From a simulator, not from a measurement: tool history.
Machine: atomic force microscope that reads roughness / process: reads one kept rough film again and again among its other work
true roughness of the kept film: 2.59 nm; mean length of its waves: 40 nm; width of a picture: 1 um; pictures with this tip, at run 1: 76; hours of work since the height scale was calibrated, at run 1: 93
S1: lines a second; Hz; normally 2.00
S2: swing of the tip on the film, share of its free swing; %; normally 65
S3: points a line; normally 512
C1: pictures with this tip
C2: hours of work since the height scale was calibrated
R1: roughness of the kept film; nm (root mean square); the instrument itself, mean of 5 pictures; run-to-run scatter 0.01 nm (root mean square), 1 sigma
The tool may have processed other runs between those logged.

{"run": 1, "day": 0.0, "S1": 2.0, "S2": 65, "S3": 512, "C1": 76, "C2": 93, "R1": 2.295}
{"run": 2, "day": 0.883, "S1": 0.89, "S2": 65, "S3": 512, "C1": 116, "C2": 107, "R1": 2.317}
{"run": 3, "day": 1.625, "S1": 0.89, "S2": 65, "S3": 512, "C1": 150, "C2": 119, "R1": 2.282}
{"run": 4, "day": 2.379, "S1": 2.0, "S2": 65, "S3": 512, "C1": 185, "C2": 130, "R1": 2.189}
{"run": 5, "day": 3.112, "S1": 2.0, "S2": 65, "S3": 512, "C1": 218, "C2": 142, "R1": 2.162}
{"day": 3.45, "done": "new tip fitted"}
{"run": 6, "day": 3.762, "S1": 2.0, "S2": 65, "S3": 512, "C1": 14, "C2": 152, "R1": 2.37}
{"run": 7, "day": 4.425, "S1": 2.0, "S2": 65, "S3": 512, "C1": 44, "C2": 162, "R1": 2.35}
{"run": 8, "day": 4.962, "S1": 2.0, "S2": 65, "S3": 512, "C1": 69, "C2": 170, "R1": 2.305}
{"run": 9, "day": 5.796, "S1": 2.0, "S2": 65, "S3": 512, "C1": 107, "C2": 183, "R1": 2.256}
{"run": 10, "day": 6.521, "S1": 2.0, "S2": 65, "S3": 512, "C1": 140, "C2": 195, "R1": 2.237}
{"run": 11, "day": 6.983, "S1": 1.83, "S2": 65, "S3": 512, "C1": 161, "C2": 202, "R1": 2.209}

Run 12, settings as shown, results not yet in. Your forecast:
{"run": 12, "day": 7.396, "S1": 1.83, "S2": 65, "S3": 512, "C1": 180, "C2": 208, "R1": "?"}

Run 12 gave R1 2.209 nm (root mean square).
With the hidden condition absent and the run-to-run variation left alone, this run would have shown R1 2.399 nm (root mean square).
